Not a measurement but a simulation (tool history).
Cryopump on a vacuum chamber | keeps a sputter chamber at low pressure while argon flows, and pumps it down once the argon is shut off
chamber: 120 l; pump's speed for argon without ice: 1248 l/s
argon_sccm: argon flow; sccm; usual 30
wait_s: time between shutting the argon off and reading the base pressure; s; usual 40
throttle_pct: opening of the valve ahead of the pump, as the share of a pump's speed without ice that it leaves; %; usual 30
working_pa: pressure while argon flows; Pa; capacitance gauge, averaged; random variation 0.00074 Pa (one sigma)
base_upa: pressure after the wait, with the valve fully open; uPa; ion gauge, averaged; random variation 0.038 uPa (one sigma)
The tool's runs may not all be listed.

| run | hour | argon_sccm | wait_s | throttle_pct | working_pa | base_upa |
|---|---|---|---|---|---|---|
| 1 | 0.0 | 30 | 40 | 30 | 0.1507 | 2.39 |
| 2 | 78.9 | 30 | 40 | 30 | 0.1509 | 2.55 |
| 3 | 148.8 | 30 | 40 | 30 | 0.1542 | 2.57 |
| 4 | 215.4 | 30 | 40 | 30 | 0.1555 | 2.64 |
| 5 | 265.5 | 30 | 40 | 30 | 0.1574 | 2.82 |
| 6 | 316.0 | 30 | 40 | 30 | 0.1373 | 2.54 |
| 7 | 382.1 | 13 | 295 | 41 | 0.0430 | 0.99 |
| 8 | 424.0 | 22 | 40 | 30 | 0.1004 | 2.65 |
| 9 | 473.6 | 30 | 202 | 52 | 0.0800 | 1.21 |
| 10 | 527.7 | 30 | 147 | 30 | 0.1375 | 1.35 |

Not shown: 1 entry that the log had between the listed runs. Between which runs, and how does the tool's hidden state differ before and after?
Between runs 5 and 6: pump warmed up, emptied and cooled again (hour 308.8)
  pump's speed, % of a pump's without ice: 66.9 -> 99; cold plate's temperature, K: 12.7 -> 12.72; leak into the chamber, uPa l/s: 726 -> 772
  measured less the result without the state, working_pa: +0.0209 -> +0.0009 Pa; base_upa: +0.65 -> +0.39 uPa

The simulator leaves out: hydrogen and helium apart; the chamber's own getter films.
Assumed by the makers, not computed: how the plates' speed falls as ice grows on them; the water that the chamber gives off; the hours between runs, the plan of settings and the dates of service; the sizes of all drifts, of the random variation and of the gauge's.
